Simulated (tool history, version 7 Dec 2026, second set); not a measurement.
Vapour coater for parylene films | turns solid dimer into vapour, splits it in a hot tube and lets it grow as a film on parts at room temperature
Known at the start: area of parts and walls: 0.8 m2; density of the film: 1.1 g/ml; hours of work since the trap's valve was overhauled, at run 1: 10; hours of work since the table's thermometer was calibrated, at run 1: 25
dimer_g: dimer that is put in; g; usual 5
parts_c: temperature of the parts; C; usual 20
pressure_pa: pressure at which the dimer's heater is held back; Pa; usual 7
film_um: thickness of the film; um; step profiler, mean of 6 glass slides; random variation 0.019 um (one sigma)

run   hour  dimer_g  parts_c  pressure_pa  hours of work since the trap's valve was overhauled  hours of work since the table's thermometer was calibrated  film_um
  1      0        5       20            7                                                   10                                                          25     2.49
  2    9.9        3       20            7                                                   16                                                          31     1.46
  3     26        5       20        10.54                                                   26                                                          41     2.37
  4   38.8        5       14            7                                                   34                                                          49     3.22
  5   53.8        5       14            7                                                   43                                                          58     3.23
  6   67.7        5       14            7                                                   52                                                          67     3.28
        73  -- trap's valve overhauled
  7   89.8        5       17            7                                                   10                                                          78     2.83
  8  107.5        5       17            7                                                   21                                                          89     2.78
  9  120.7        5       17            7                                                   30                                                          97     2.78
 10  128.3        3       14            7                                                   34                                                         102     1.95
 11  142.9        5       30         5.85                                                   43                                                         111     1.54
 12  150.8        4       12         3.51                                                   48                                                         116     2.98
     156.2  -- trap's valve overhauled, once more
 13  163.8        2       24         3.61                                                    5                                                         121     0.86
 14  174.2        2       26         3.61                                                   11                                                         128     0.79

3 ways to go on from here, each from the tool as it stands after run 14. What would each give?
  A  188.9        5       17            7                                                   20                                                         137        ?
  B  188.9        2       20         2.33                                                   20                                                         137        ?
  C  188.9        2       26         4.98                                                   20                                                         137        ?

run  film_um
  A     2.82
  B      1.1
  C     0.78
Without the tool's hidden state the same runs would have given:
run  film_um
  A     2.87
  B     1.12
  C     0.79
